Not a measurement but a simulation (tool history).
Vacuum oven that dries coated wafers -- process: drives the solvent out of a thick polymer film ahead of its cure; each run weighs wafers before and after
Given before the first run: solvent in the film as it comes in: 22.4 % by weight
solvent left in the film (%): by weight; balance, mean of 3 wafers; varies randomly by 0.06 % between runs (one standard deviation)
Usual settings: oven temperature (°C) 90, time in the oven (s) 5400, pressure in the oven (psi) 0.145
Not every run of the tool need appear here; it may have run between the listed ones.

run    hour  oven temperature (°C)  time in the oven (s)  pressure in the oven (psi)  solvent left in the film (%)
  1     0.0                     90                  5400                       0.145                          3.46
  2    63.9                     90                  5400                       0.145                          3.65
  3   115.6                     90                  5400                       0.145                          3.55
  4   184.9                     90                  5100                       0.145                          3.96
  5   249.6                     90                  5400                       0.145                          3.56
  6   309.2                     78                  5400                       0.145                          7.45
  7   353.2                     78                  5400                       0.145                          7.54
  8   437.1                     90                  5400                       0.145                          3.82
  9   511.0                     90                  5400                       0.270                          4.29
 10   553.4                     90                  3960                       0.145                          5.59
 11   640.5                     90                  3960                       0.145                          5.68
 12   683.4                     90                  5400                       0.145                          3.90
 13   747.7                     90                  5400                       0.145                          3.73
      764.7  -- oven's thermocouples calibrated
 14   835.9                     90                  5400                       0.145                          3.49
 15   922.5                     87                  5400                       0.145                          4.35
 16   967.8                     87                  5400                       0.145                          4.36
 17  1006.2                     87                  5400                       0.145                          4.31
 18  1057.8                     87                  5400                       0.145                          4.40
 19  1103.6                     90                  5400                       0.145                          3.53
 20  1191.6                     90                  5400                       0.145                          3.61
 21  1269.3                     90                  5400                       0.145                          3.65
 22  1333.0                     90                  5400                       0.145                          3.65
 23  1414.6                     90                  5400                       0.145                          3.66
 24  1484.7                    101                  3420                       0.171                          3.24
 25  1547.5                     77                  5400                       0.103                          7.90
 26  1633.6                     77                  5400                       0.103                          7.94
 27  1690.4                     77                  3060                       0.290                         12.04
 28  1784.1                     90                  4140                       0.197                          5.48
 29  1851.9                     90                  4140                       0.197                          5.61
 30  1914.7                     90                  4140                       0.197                          5.55
 31  1974.0                     90                  6360                       0.197                          3.24
 32  2051.2                     90                  3540                       0.216                          6.58
 33  2137.9                     90                  3540                       0.216                          6.62
 34  2230.0                     90                  7200                       0.571                          4.56
 35  2290.9                     90                  7200                       0.571                          4.83
 36  2357.9                     83                  3000                       0.145                          9.93
 37  2425.0                     83                  3000                       0.145                         10.13
 38  2497.1                     83                  4500                       0.293                          8.15
 39  2585.6                     83                  4500                       0.293                          8.26

Table of differences, measured result less the result of that run with no hidden state. Run-to-run variation is the same in both. Gauge scatter possibly is not:
The tool's hidden condition here consists of: true wafer temperature over the reading, C; true pressure over the reading, kPa; drift of the gauge itself on solvent_pct, %.
run  solvent left in the film (%)
  1                         +0.30
  2                         +0.32
  3                         +0.34
  4                         +0.38
  5                         +0.38
  6                         +0.54
  7                         +0.57
  8                         +0.45
  9                         +0.49
 10                         +0.56
 11                         +0.61
 12                         +0.54
 13                         +0.56
 14                         +0.22
 15                         +0.28
 16                         +0.29
 17                         +0.31
 18                         +0.32
 19                         +0.30
 20                         +0.34
 21                         +0.37
 22                         +0.39
 23                         +0.41
 24                         +0.36
 25                         +0.63
 26                         +0.66
 27                         +0.59
 28                         +0.61
 29                         +0.63
 30                         +0.65
 31                         +0.57
 32                         +0.73
 33                         +0.77
 34                         +0.69
 35                         +0.73
 36                         +0.87
 37                         +0.90
 38                         +1.02
 39                         +1.07
